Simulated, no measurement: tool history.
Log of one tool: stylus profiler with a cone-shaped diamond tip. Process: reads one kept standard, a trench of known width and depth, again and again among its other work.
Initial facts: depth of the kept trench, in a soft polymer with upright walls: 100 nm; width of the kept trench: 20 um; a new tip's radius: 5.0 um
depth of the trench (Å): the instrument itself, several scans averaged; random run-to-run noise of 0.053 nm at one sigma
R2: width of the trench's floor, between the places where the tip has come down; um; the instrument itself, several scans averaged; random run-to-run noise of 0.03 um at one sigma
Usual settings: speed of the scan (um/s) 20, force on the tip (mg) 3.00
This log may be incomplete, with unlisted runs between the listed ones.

run 1 hour=0.0 | speed_of_the_scan_(um/s)=20 force_on_the_tip_(mg)=3.00 | depth_of_the_trench_(Å)=1022.7 R2=17.56
run 2 hour=25.8 | speed_of_the_scan_(um/s)=20 force_on_the_tip_(mg)=3.00 | depth_of_the_trench_(Å)=1023.3 R2=17.53
run 3 hour=50.9 | speed_of_the_scan_(um/s)=21 force_on_the_tip_(mg)=3.00 | depth_of_the_trench_(Å)=1023.0 R2=17.56
run 4 hour=75.8 | speed_of_the_scan_(um/s)=21 force_on_the_tip_(mg)=3.00 | depth_of_the_trench_(Å)=1023.0 R2=17.55
run 5 hour=105.9 | speed_of_the_scan_(um/s)=80 force_on_the_tip_(mg)=3.00 | depth_of_the_trench_(Å)=1023.6 R2=17.25
run 6 hour=136.1 | speed_of_the_scan_(um/s)=20 force_on_the_tip_(mg)=3.00 | depth_of_the_trench_(Å)=1022.5 R2=17.54
run 7 hour=155.4 | speed_of_the_scan_(um/s)=20 force_on_the_tip_(mg)=3.00 | depth_of_the_trench_(Å)=1023.8 R2=17.45
run 8 hour=190.3 | speed_of_the_scan_(um/s)=20 force_on_the_tip_(mg)=3.00 | depth_of_the_trench_(Å)=1023.2 R2=17.49
run 9 hour=208.7 | speed_of_the_scan_(um/s)=20 force_on_the_tip_(mg)=4.82 | depth_of_the_trench_(Å)=1030.0 R2=17.54
run 10 hour=224.3 | speed_of_the_scan_(um/s)=20 force_on_the_tip_(mg)=4.82 | depth_of_the_trench_(Å)=1030.3 R2=17.50
run 11 hour=250.3 | speed_of_the_scan_(um/s)=20 force_on_the_tip_(mg)=4.82 | depth_of_the_trench_(Å)=1030.6 R2=17.51
run 12 hour=282.8 | speed_of_the_scan_(um/s)=20 force_on_the_tip_(mg)=3.00 | depth_of_the_trench_(Å)=1022.4 R2=17.50
run 13 hour=315.0 | speed_of_the_scan_(um/s)=20 force_on_the_tip_(mg)=3.00 | depth_of_the_trench_(Å)=1023.2 R2=17.46
run 14 hour=344.1 | speed_of_the_scan_(um/s)=20 force_on_the_tip_(mg)=3.00 | depth_of_the_trench_(Å)=1023.6 R2=17.54
run 15 hour=369.7 | speed_of_the_scan_(um/s)=11 force_on_the_tip_(mg)=3.00 | depth_of_the_trench_(Å)=1024.9 R2=17.52
run 16 hour=407.4 | speed_of_the_scan_(um/s)=21 force_on_the_tip_(mg)=2.38 | depth_of_the_trench_(Å)=1021.1 R2=17.42
run 17 hour=426.9 | speed_of_the_scan_(um/s)=21 force_on_the_tip_(mg)=2.38 | depth_of_the_trench_(Å)=1020.1 R2=17.43
run 18 hour=449.8 | speed_of_the_scan_(um/s)=19 force_on_the_tip_(mg)=3.00 | depth_of_the_trench_(Å)=1023.6 R2=17.43
run 19 hour=469.9 | speed_of_the_scan_(um/s)=19 force_on_the_tip_(mg)=3.00 | depth_of_the_trench_(Å)=1024.7 R2=17.43
run 20 hour=502.0 | speed_of_the_scan_(um/s)=19 force_on_the_tip_(mg)=3.00 | depth_of_the_trench_(Å)=1024.0 R2=17.45
run 21 hour=539.2 | speed_of_the_scan_(um/s)=19 force_on_the_tip_(mg)=3.00 | depth_of_the_trench_(Å)=1024.2 R2=17.43
run 22 hour=568.7 | speed_of_the_scan_(um/s)=7 force_on_the_tip_(mg)=1.77 | depth_of_the_trench_(Å)=1018.3 R2=17.47
run 23 hour=597.3 | speed_of_the_scan_(um/s)=79 force_on_the_tip_(mg)=2.39 | depth_of_the_trench_(Å)=1021.1 R2=17.10
run 24 hour=630.3 | speed_of_the_scan_(um/s)=79 force_on_the_tip_(mg)=2.39 | depth_of_the_trench_(Å)=1021.1 R2=17.10
run 25 hour=664.2 | speed_of_the_scan_(um/s)=23 force_on_the_tip_(mg)=1.54 | depth_of_the_trench_(Å)=1016.3 R2=17.36
run 26 hour=693.5 | speed_of_the_scan_(um/s)=55 force_on_the_tip_(mg)=7.06 | depth_of_the_trench_(Å)=1039.4 R2=17.32
run 27 hour=720.0 | speed_of_the_scan_(um/s)=12 force_on_the_tip_(mg)=1.05 | depth_of_the_trench_(Å)=1014.9 R2=17.38
run 28 hour=756.8 | speed_of_the_scan_(um/s)=12 force_on_the_tip_(mg)=1.05 | depth_of_the_trench_(Å)=1015.8 R2=17.37
run 29 hour=787.3 | speed_of_the_scan_(um/s)=29 force_on_the_tip_(mg)=2.46 | depth_of_the_trench_(Å)=1022.9 R2=17.27

Some steps in depth of the trench (Å) between neighbouring runs. How much of each would the tool show without its hidden state too (settings, what came in, random variation), and how much is left for the hidden state, with any gauge scatter that isn't in both results?
What the log doesn't record here: radius of the tip, um; height scale over the true one, %; drift of the gauge itself on depth_nm, %; drift of the gauge itself on floor_um, %.
Run 1 -> 2: no setting touched and nothing written in the log between the runs. depth of the trench (Å) +0.6: hidden state +0.2, all else +0.4.
Run 7 -> 8: no setting touched and nothing written in the log between the runs. depth of the trench (Å) -0.6: hidden state +0.2, all else -0.8.
Run 25 -> 26: speed of the scan (um/s) 23 -> 55, force on the tip (mg) 1.54 -> 7.06. depth of the trench (Å) +23.1: hidden state +0.1, all else +23.0.
Run 26 -> 27: speed of the scan (um/s) 55 -> 12, force on the tip (mg) 7.06 -> 1.05. depth of the trench (Å) -24.5: hidden state +0.0, all else -24.5.

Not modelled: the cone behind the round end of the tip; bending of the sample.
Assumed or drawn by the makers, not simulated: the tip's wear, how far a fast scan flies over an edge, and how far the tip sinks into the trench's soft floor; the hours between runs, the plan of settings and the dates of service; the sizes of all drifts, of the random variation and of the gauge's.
